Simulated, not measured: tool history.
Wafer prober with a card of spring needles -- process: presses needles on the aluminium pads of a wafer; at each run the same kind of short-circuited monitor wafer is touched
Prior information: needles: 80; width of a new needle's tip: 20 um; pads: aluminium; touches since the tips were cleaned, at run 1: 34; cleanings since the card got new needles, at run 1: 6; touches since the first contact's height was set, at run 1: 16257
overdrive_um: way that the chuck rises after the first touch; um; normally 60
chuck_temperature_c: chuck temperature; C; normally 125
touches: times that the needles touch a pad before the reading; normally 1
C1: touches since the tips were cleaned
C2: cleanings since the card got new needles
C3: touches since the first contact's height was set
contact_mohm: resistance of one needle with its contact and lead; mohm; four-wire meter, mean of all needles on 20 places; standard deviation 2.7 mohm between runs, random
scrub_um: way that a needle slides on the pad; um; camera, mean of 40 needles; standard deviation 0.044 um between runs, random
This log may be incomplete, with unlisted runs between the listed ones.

run 1 hour=0.0 | overdrive_um=60 chuck_temperature_c=125 touches=1 | C1=34 C2=6 C3=16257 | contact_mohm=322 scrub_um=16.46
run 2 hour=8.4 | overdrive_um=60 chuck_temperature_c=125 touches=1 | C1=2048 C2=6 C3=18271 | contact_mohm=355 scrub_um=16.49
-- hour=9.6 tips cleaned on abrasive film
run 3 hour=17.2 | overdrive_um=60 chuck_temperature_c=125 touches=1 | C1=1826 C2=7 C3=20374 | contact_mohm=347 scrub_um=16.49
-- hour=19.5 tips cleaned on abrasive film
-- hour=28.9 tips cleaned on abrasive film
run 4 hour=30.8 | overdrive_um=60 chuck_temperature_c=125 touches=1 | C1=471 C2=9 C3=23617 | contact_mohm=328 scrub_um=16.37
-- hour=38.9 tips cleaned on abrasive film
run 5 hour=40.9 | overdrive_um=60 chuck_temperature_c=125 touches=1 | C1=479 C2=10 C3=26025 | contact_mohm=332 scrub_um=16.37
-- hour=48.2 tips cleaned on abrasive film
run 6 hour=54.8 | overdrive_um=60 chuck_temperature_c=125 touches=1 | C1=1584 C2=11 C3=29344 | contact_mohm=345 scrub_um=16.25
-- hour=57.6 tips cleaned on abrasive film
run 7 hour=65.0 | overdrive_um=60 chuck_temperature_c=125 touches=1 | C1=1802 C2=12 C3=31797 | contact_mohm=349 scrub_um=16.25
-- hour=67.4 tips cleaned on abrasive film
run 8 hour=73.2 | overdrive_um=60 chuck_temperature_c=109 touches=1 | C1=1391 C2=13 C3=33734 | contact_mohm=338 scrub_um=16.17
-- hour=77.1 tips cleaned on abrasive film
run 9 hour=83.7 | overdrive_um=60 chuck_temperature_c=125 touches=1 | C1=1579 C2=14 C3=36241 | contact_mohm=344 scrub_um=16.24
-- hour=86.7 tips cleaned on abrasive film
run 10 hour=93.5 | overdrive_um=60 chuck_temperature_c=125 touches=1 | C1=1644 C2=15 C3=38588 | contact_mohm=355 scrub_um=16.18
-- hour=96.2 tips cleaned on abrasive film
run 11 hour=100.5 | overdrive_um=60 chuck_temperature_c=125 touches=1 | C1=1043 C2=16 C3=40247 | contact_mohm=337 scrub_um=16.27
-- hour=105.9 tips cleaned on abrasive film
run 12 hour=106.8 | overdrive_um=60 chuck_temperature_c=125 touches=1 | C1=201 C2=17 C3=41740 | contact_mohm=321 scrub_um=16.24
-- hour=116.0 tips cleaned on abrasive film
run 13 hour=119.6 | overdrive_um=60 chuck_temperature_c=125 touches=2 | C1=856 C2=18 C3=44804 | contact_mohm=326 scrub_um=16.11
-- hour=125.5 tips cleaned on abrasive film
run 14 hour=131.9 | overdrive_um=60 chuck_temperature_c=125 touches=2 | C1=1540 C2=19 C3=47759 | contact_mohm=339 scrub_um=16.06
-- hour=135.1 tips cleaned on abrasive film
run 15 hour=139.3 | overdrive_um=60 chuck_temperature_c=125 touches=2 | C1=1023 C2=20 C3=49521 | contact_mohm=330 scrub_um=16.12
-- hour=145.5 tips cleaned on abrasive film
run 16 hour=151.1 | overdrive_um=58 chuck_temperature_c=125 touches=3 | C1=1360 C2=21 C3=52342 | contact_mohm=324 scrub_um=15.47
-- hour=155.1 tips cleaned on abrasive film
-- hour=164.4 tips cleaned on abrasive film
run 17 hour=164.4 | overdrive_um=56 chuck_temperature_c=27 touches=3 | C1=0 C2=23 C3=55492 | contact_mohm=282 scrub_um=14.92
run 18 hour=170.6 | overdrive_um=56 chuck_temperature_c=118 touches=3 | C1=1505 C2=23 C3=56997 | contact_mohm=327 scrub_um=14.92
-- hour=174.7 tips cleaned on abrasive film
run 19 hour=178.1 | overdrive_um=56 chuck_temperature_c=118 touches=3 | C1=813 C2=24 C3=58763 | contact_mohm=320 scrub_um=14.90
-- hour=184.3 tips cleaned on abrasive film
run 20 hour=189.7 | overdrive_um=47 chuck_temperature_c=39 touches=1 | C1=1291 C2=25 C3=61540 | contact_mohm=346 scrub_um=12.32
-- hour=194.1 tips cleaned on abrasive film
run 21 hour=196.5 | overdrive_um=43 chuck_temperature_c=83 touches=2 | C1=587 C2=26 C3=63159 | contact_mohm=326 scrub_um=11.24
-- hour=204.0 tips cleaned on abrasive film
-- hour=204.3 height of the first contact set anew
run 22 hour=210.2 | overdrive_um=43 chuck_temperature_c=83 touches=2 | C1=1421 C2=27 C3=1421 | contact_mohm=351 scrub_um=11.96
-- hour=214.1 tips cleaned on abrasive film
run 23 hour=221.2 | overdrive_um=60 chuck_temperature_c=47 touches=1 | C1=1723 C2=28 C3=4053 | contact_mohm=330 scrub_um=16.55
-- hour=223.8 tips cleaned on abrasive film
-- hour=233.2 tips cleaned on abrasive film
run 24 hour=233.2 | overdrive_um=67 chuck_temperature_c=67 touches=1 | C1=0 C2=30 C3=6893 | contact_mohm=295 scrub_um=18.52
-- hour=243.1 tips cleaned on abrasive film
run 25 hour=246.0 | overdrive_um=52 chuck_temperature_c=27 touches=2 | C1=703 C2=31 C3=9960 | contact_mohm=301 scrub_um=14.26

Across each entry between runs, compare the hidden state at the last listed run before it with the hidden state at the first listed run after it:
Runs 2 to 3: tips cleaned on abrasive film (hour 9.6)
  debris on the tips, nm: 49.2 -> 40.2; way that the needles fall short of the set height, um: 0.58 -> 0.65; tips' diameter, um: 20.2 -> 20.23
  the result without the hidden state subtracted from the measured one, contact_mohm: +42 -> +34 mohm; scrub_um: -0.16 -> -0.18 um
Runs 3 to 4: tips cleaned on abrasive film (hour 19.5); tips cleaned on abrasive film (hour 28.9)
  debris on the tips, nm: 40.2 -> 15.1; way that the needles fall short of the set height, um: 0.65 -> 0.87; tips' diameter, um: 20.23 -> 20.31
  the result without the hidden state subtracted from the measured one, contact_mohm: +34 -> +14 mohm; scrub_um: -0.18 -> -0.24 um
Runs 4 to 5: tips cleaned on abrasive film (hour 38.9)
  debris on the tips, nm: 15.1 -> 19.3; way that the needles fall short of the set height, um: 0.87 -> 0.97; tips' diameter, um: 20.31 -> 20.34
  the result without the hidden state subtracted from the measured one, contact_mohm: +14 -> +17 mohm; scrub_um: -0.24 -> -0.27 um
Runs 5 to 6: tips cleaned on abrasive film (hour 48.2)
  debris on the tips, nm: 19.3 -> 39.7; way that the needles fall short of the set height, um: 0.97 -> 1.03; tips' diameter, um: 20.34 -> 20.36
  the result without the hidden state subtracted from the measured one, contact_mohm: +17 -> +34 mohm; scrub_um: -0.27 -> -0.28 um
Runs 6 to 7: tips cleaned on abrasive film (hour 57.6)
  debris on the tips, nm: 39.7 -> 42.6; way that the needles fall short of the set height, um: 1.03 -> 1.1; tips' diameter, um: 20.36 -> 20.39
  the result without the hidden state subtracted from the measured one, contact_mohm: +34 -> +38 mohm; scrub_um: -0.28 -> -0.31 um
Runs 7 to 8: tips cleaned on abrasive film (hour 67.4)
  debris on the tips, nm: 42.6 -> 33.9; way that the needles fall short of the set height, um: 1.1 -> 1.21; tips' diameter, um: 20.39 -> 20.42
  the result without the hidden state subtracted from the measured one, contact_mohm: +38 -> +31 mohm; scrub_um: -0.31 -> -0.34 um
Runs 8 to 9: tips cleaned on abrasive film (hour 77.1)
  debris on the tips, nm: 33.9 -> 39.2; way that the needles fall short of the set height, um: 1.21 -> 1.32; tips' diameter, um: 20.42 -> 20.46
  the result without the hidden state subtracted from the measured one, contact_mohm: +31 -> +35 mohm; scrub_um: -0.34 -> -0.37 um
Runs 9 to 10: tips cleaned on abrasive film (hour 86.7)
  debris on the tips, nm: 39.2 -> 42; way that the needles fall short of the set height, um: 1.32 -> 1.42; tips' diameter, um: 20.46 -> 20.5
  the result without the hidden state subtracted from the measured one, contact_mohm: +35 -> +38 mohm; scrub_um: -0.37 -> -0.39 um
Runs 10 to 11: tips cleaned on abrasive film (hour 96.2)
  debris on the tips, nm: 42 -> 28.4; way that the needles fall short of the set height, um: 1.42 -> 1.52; tips' diameter, um: 20.5 -> 20.53
  the result without the hidden state subtracted from the measured one, contact_mohm: +38 -> +26 mohm; scrub_um: -0.39 -> -0.42 um
Runs 11 to 12: tips cleaned on abrasive film (hour 105.9)
  debris on the tips, nm: 28.4 -> 7.4; way that the needles fall short of the set height, um: 1.52 -> 1.62; tips' diameter, um: 20.53 -> 20.57
  the result without the hidden state subtracted from the measured one, contact_mohm: +26 -> +8 mohm; scrub_um: -0.42 -> -0.45 um
Runs 12 to 13: tips cleaned on abrasive film (hour 116.0)
  debris on the tips, nm: 7.4 -> 25.2; way that the needles fall short of the set height, um: 1.62 -> 1.72; tips' diameter, um: 20.57 -> 20.6
  the result without the hidden state subtracted from the measured one, contact_mohm: +8 -> +15 mohm; scrub_um: -0.45 -> -0.47 um
Runs 13 to 14: tips cleaned on abrasive film (hour 125.5)
  debris on the tips, nm: 25.2 -> 40.2; way that the needles fall short of the set height, um: 1.72 -> 1.82; tips' diameter, um: 20.6 -> 20.64
  the result without the hidden state subtracted from the measured one, contact_mohm: +15 -> +23 mohm; scrub_um: -0.47 -> -0.51 um
Runs 14 to 15: tips cleaned on abrasive film (hour 135.1)
  debris on the tips, nm: 40.2 -> 30.9; way that the needles fall short of the set height, um: 1.82 -> 1.89; tips' diameter, um: 20.64 -> 20.66
  the result without the hidden state subtracted from the measured one, contact_mohm: +23 -> +18 mohm; scrub_um: -0.51 -> -0.52 um
Runs 15 to 16: tips cleaned on abrasive film (hour 145.5)
  debris on the tips, nm: 30.9 -> 34; way that the needles fall short of the set height, um: 1.89 -> 1.98; tips' diameter, um: 20.66 -> 20.69
  the result without the hidden state subtracted from the measured one, contact_mohm: +18 -> +13 mohm; scrub_um: -0.52 -> -0.55 um
Runs 16 to 17: tips cleaned on abrasive film (hour 155.1); tips cleaned on abrasive film (hour 164.4)
  debris on the tips, nm: 34 -> 2.7; way that the needles fall short of the set height, um: 1.98 -> 2.16; tips' diameter, um: 20.69 -> 20.76
  the result without the hidden state subtracted from the measured one, contact_mohm: +13 -> +3 mohm; scrub_um: -0.55 -> -0.60 um
Runs 18 to 19: tips cleaned on abrasive film (hour 174.7)
  debris on the tips, nm: 37.2 -> 22.6; way that the needles fall short of the set height, um: 2.16 -> 2.24; tips' diameter, um: 20.76 -> 20.78
  the result without the hidden state subtracted from the measured one, contact_mohm: +16 -> +10 mohm; scrub_um: -0.60 -> -0.62 um
Runs 19 to 20: tips cleaned on abrasive film (hour 184.3)
  debris on the tips, nm: 22.6 -> 31.9; way that the needles fall short of the set height, um: 2.24 -> 2.31; tips' diameter, um: 20.78 -> 20.81
  the result without the hidden state subtracted from the measured one, contact_mohm: +10 -> +56 mohm; scrub_um: -0.62 -> -0.64 um
Runs 20 to 21: tips cleaned on abrasive film (hour 194.1)
  debris on the tips, nm: 31.9 -> 17.2; way that the needles fall short of the set height, um: 2.31 -> 2.38; tips' diameter, um: 20.81 -> 20.83
  the result without the hidden state subtracted from the measured one, contact_mohm: +56 -> +22 mohm; scrub_um: -0.64 -> -0.65 um
Runs 21 to 22: tips cleaned on abrasive film (hour 204.0); height of the first contact set anew (hour 204.3)
  debris on the tips, nm: 17.2 -> 37.2; way that the needles fall short of the set height, um: 2.38 -> 0; tips' diameter, um: 20.83 -> 20.86
  the result without the hidden state subtracted from the measured one, contact_mohm: +22 -> +40 mohm; scrub_um: -0.65 -> +0.00 um
Runs 22 to 23: tips cleaned on abrasive film (hour 214.1)
  debris on the tips, nm: 37.2 -> 42.5; way that the needles fall short of the set height, um: 0 -> 0.08; tips' diameter, um: 20.86 -> 20.89
  the result without the hidden state subtracted from the measured one, contact_mohm: +40 -> +43 mohm; scrub_um: +0.00 -> -0.02 um
Runs 23 to 24: tips cleaned on abrasive film (hour 223.8); tips cleaned on abrasive film (hour 233.2)
  debris on the tips, nm: 42.5 -> 4.2; way that the needles fall short of the set height, um: 0.08 -> 0.28; tips' diameter, um: 20.89 -> 20.96
  the result without the hidden state subtracted from the measured one, contact_mohm: +43 -> +4 mohm; scrub_um: -0.02 -> -0.08 um
Runs 24 to 25: tips cleaned on abrasive film (hour 243.1)
  debris on the tips, nm: 4.2 -> 21.8; way that the needles fall short of the set height, um: 0.28 -> 0.37; tips' diameter, um: 20.96 -> 20.99
  the result without the hidden state subtracted from the measured one, contact_mohm: +4 -> +18 mohm; scrub_um: -0.08 -> -0.10 um
